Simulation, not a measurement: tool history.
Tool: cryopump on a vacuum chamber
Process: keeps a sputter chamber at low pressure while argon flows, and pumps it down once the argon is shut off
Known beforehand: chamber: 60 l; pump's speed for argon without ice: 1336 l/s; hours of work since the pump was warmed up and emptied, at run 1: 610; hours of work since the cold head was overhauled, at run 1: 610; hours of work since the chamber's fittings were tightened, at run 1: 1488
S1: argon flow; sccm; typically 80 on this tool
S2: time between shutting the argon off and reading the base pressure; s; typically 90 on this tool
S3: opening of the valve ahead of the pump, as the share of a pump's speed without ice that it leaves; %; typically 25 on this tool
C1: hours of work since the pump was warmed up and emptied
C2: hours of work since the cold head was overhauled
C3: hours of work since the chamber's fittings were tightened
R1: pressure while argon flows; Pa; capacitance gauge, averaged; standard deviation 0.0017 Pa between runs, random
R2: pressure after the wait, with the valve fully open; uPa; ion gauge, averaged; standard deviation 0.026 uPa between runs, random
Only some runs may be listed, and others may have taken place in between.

{"run": 1, "hour": 0.0, "S1": 80, "S2": 90, "S3": 25, "C1": 610, "C2": 610, "C3": 1488, "R1": 0.4264, "R2": 2.23}
{"run": 2, "hour": 13.4, "S1": 80, "S2": 90, "S3": 18, "C1": 621, "C2": 621, "C3": 1499, "R1": 0.5878, "R2": 2.38}
{"run": 3, "hour": 33.5, "S1": 80, "S2": 90, "S3": 18, "C1": 637, "C2": 637, "C3": 1515, "R1": 0.583, "R2": 2.28}
{"run": 4, "hour": 50.8, "S1": 80, "S2": 90, "S3": 18, "C1": 651, "C2": 651, "C3": 1529, "R1": 0.5861, "R2": 2.37}
{"run": 5, "hour": 66.5, "S1": 80, "S2": 90, "S3": 25, "C1": 663, "C2": 663, "C3": 1541, "R1": 0.4318, "R2": 2.28}
{"run": 6, "hour": 91.2, "S1": 80, "S2": 90, "S3": 25, "C1": 683, "C2": 683, "C3": 1561, "R1": 0.4304, "R2": 2.34}
{"run": 7, "hour": 109.6, "S1": 80, "S2": 158, "S3": 25, "C1": 698, "C2": 698, "C3": 1576, "R1": 0.433, "R2": 1.97}
{"run": 8, "hour": 135.6, "S1": 80, "S2": 158, "S3": 25, "C1": 718, "C2": 718, "C3": 1597, "R1": 0.4326, "R2": 1.95}
{"run": 9, "hour": 162.2, "S1": 80, "S2": 158, "S3": 25, "C1": 740, "C2": 740, "C3": 1618, "R1": 0.4326, "R2": 2.02}
{"run": 10, "hour": 193.4, "S1": 80, "S2": 90, "S3": 25, "C1": 764, "C2": 764, "C3": 1643, "R1": 0.4323, "R2": 2.46}
{"run": 11, "hour": 222.2, "S1": 80, "S2": 90, "S3": 25, "C1": 787, "C2": 787, "C3": 1666, "R1": 0.4334, "R2": 2.51}
{"run": 12, "hour": 245.7, "S1": 80, "S2": 90, "S3": 25, "C1": 806, "C2": 806, "C3": 1684, "R1": 0.4392, "R2": 2.49}
{"run": 13, "hour": 276.5, "S1": 80, "S2": 90, "S3": 25, "C1": 831, "C2": 831, "C3": 1709, "R1": 0.4363, "R2": 2.48}
{"hour": 295.0, "done": "pump warmed up, emptied and cooled again"}
{"run": 14, "hour": 300.8, "S1": 154, "S2": 90, "S3": 25, "C1": 5, "C2": 846, "C3": 1724, "R1": 0.7849, "R2": 2.19}
{"run": 15, "hour": 330.3, "S1": 154, "S2": 90, "S3": 25, "C1": 28, "C2": 870, "C3": 1748, "R1": 0.7907, "R2": 2.19}
{"run": 16, "hour": 347.8, "S1": 80, "S2": 90, "S3": 36, "C1": 42, "C2": 884, "C3": 1762, "R1": 0.2842, "R2": 2.23}
{"run": 17, "hour": 367.8, "S1": 80, "S2": 90, "S3": 36, "C1": 58, "C2": 900, "C3": 1778, "R1": 0.2847, "R2": 2.23}
{"run": 18, "hour": 396.9, "S1": 80, "S2": 90, "S3": 36, "C1": 81, "C2": 923, "C3": 1801, "R1": 0.2866, "R2": 2.25}
{"run": 19, "hour": 424.1, "S1": 80, "S2": 90, "S3": 36, "C1": 103, "C2": 944, "C3": 1823, "R1": 0.2869, "R2": 2.29}
{"run": 20, "hour": 443.0, "S1": 44, "S2": 52, "S3": 36, "C1": 118, "C2": 960, "C3": 1838, "R1": 0.1592, "R2": 2.95}
{"run": 21, "hour": 466.7, "S1": 51, "S2": 31, "S3": 50, "C1": 137, "C2": 978, "C3": 1857, "R1": 0.1327, "R2": 4.04}
{"run": 22, "hour": 490.0, "S1": 51, "S2": 31, "S3": 50, "C1": 156, "C2": 997, "C3": 1875, "R1": 0.133, "R2": 3.98}
{"run": 23, "hour": 517.4, "S1": 53, "S2": 90, "S3": 33, "C1": 177, "C2": 1019, "C3": 1897, "R1": 0.2097, "R2": 2.28}
{"run": 24, "hour": 533.7, "S1": 34, "S2": 118, "S3": 40, "C1": 190, "C2": 1032, "C3": 1910, "R1": 0.1104, "R2": 2.16}
{"run": 25, "hour": 560.7, "S1": 81, "S2": 90, "S3": 25, "C1": 212, "C2": 1053, "C3": 1932, "R1": 0.4175, "R2": 2.34}
{"run": 26, "hour": 586.8, "S1": 81, "S2": 90, "S3": 25, "C1": 233, "C2": 1074, "C3": 1952, "R1": 0.4207, "R2": 2.41}
{"run": 27, "hour": 616.5, "S1": 81, "S2": 90, "S3": 25, "C1": 256, "C2": 1098, "C3": 1976, "R1": 0.4194, "R2": 2.38}
{"run": 28, "hour": 646.1, "S1": 81, "S2": 232, "S3": 25, "C1": 280, "C2": 1122, "C3": 2000, "R1": 0.4212, "R2": 1.89}
{"run": 29, "hour": 665.8, "S1": 81, "S2": 232, "S3": 25, "C1": 296, "C2": 1137, "C3": 2015, "R1": 0.4199, "R2": 1.95}
{"run": 30, "hour": 680.0, "S1": 81, "S2": 232, "S3": 25, "C1": 307, "C2": 1149, "C3": 2027, "R1": 0.4216, "R2": 1.97}
{"run": 31, "hour": 697.1, "S1": 115, "S2": 90, "S3": 52, "C1": 321, "C2": 1162, "C3": 2040, "R1": 0.297, "R2": 2.59}
{"run": 32, "hour": 710.2, "S1": 132, "S2": 148, "S3": 44, "C1": 331, "C2": 1173, "C3": 2051, "R1": 0.4029, "R2": 2.14}
{"run": 33, "hour": 725.2, "S1": 132, "S2": 148, "S3": 44, "C1": 343, "C2": 1185, "C3": 2063, "R1": 0.4, "R2": 2.23}

Consider 4 possible next runs. They are alternatives, not a sequence: every one starts from the tool as it was left by run 33. What does each give?
{"run": "A", "hour": 749.9, "S1": 34, "S2": 29, "S3": 38, "C1": 363, "C2": 1204, "C3": 2082, "R1": "?", "R2": "?"}
{"run": "B", "hour": 749.9, "S1": 68, "S2": 90, "S3": 24, "C1": 363, "C2": 1204, "C3": 2082, "R1": "?", "R2": "?"}
{"run": "C", "hour": 749.9, "S1": 42, "S2": 208, "S3": 30, "C1": 363, "C2": 1204, "C3": 2082, "R1": "?", "R2": "?"}
{"run": "D", "hour": 749.9, "S1": 132, "S2": 50, "S3": 44, "C1": 363, "C2": 1204, "C3": 2082, "R1": "?", "R2": "?"}

run=A R1=0.118 R2=4.54
run=B R1=0.3669 R2=2.65
run=C R1=0.1849 R2=1.94
run=D R1=0.4028 R2=3.41
What these runs would have given with no unlogged condition in the tool:
run=A R1=0.1121 R2=3.14
run=B R1=0.3552 R2=1.22
run=C R1=0.1777 R2=0.59
run=D R1=0.3799 R2=1.98
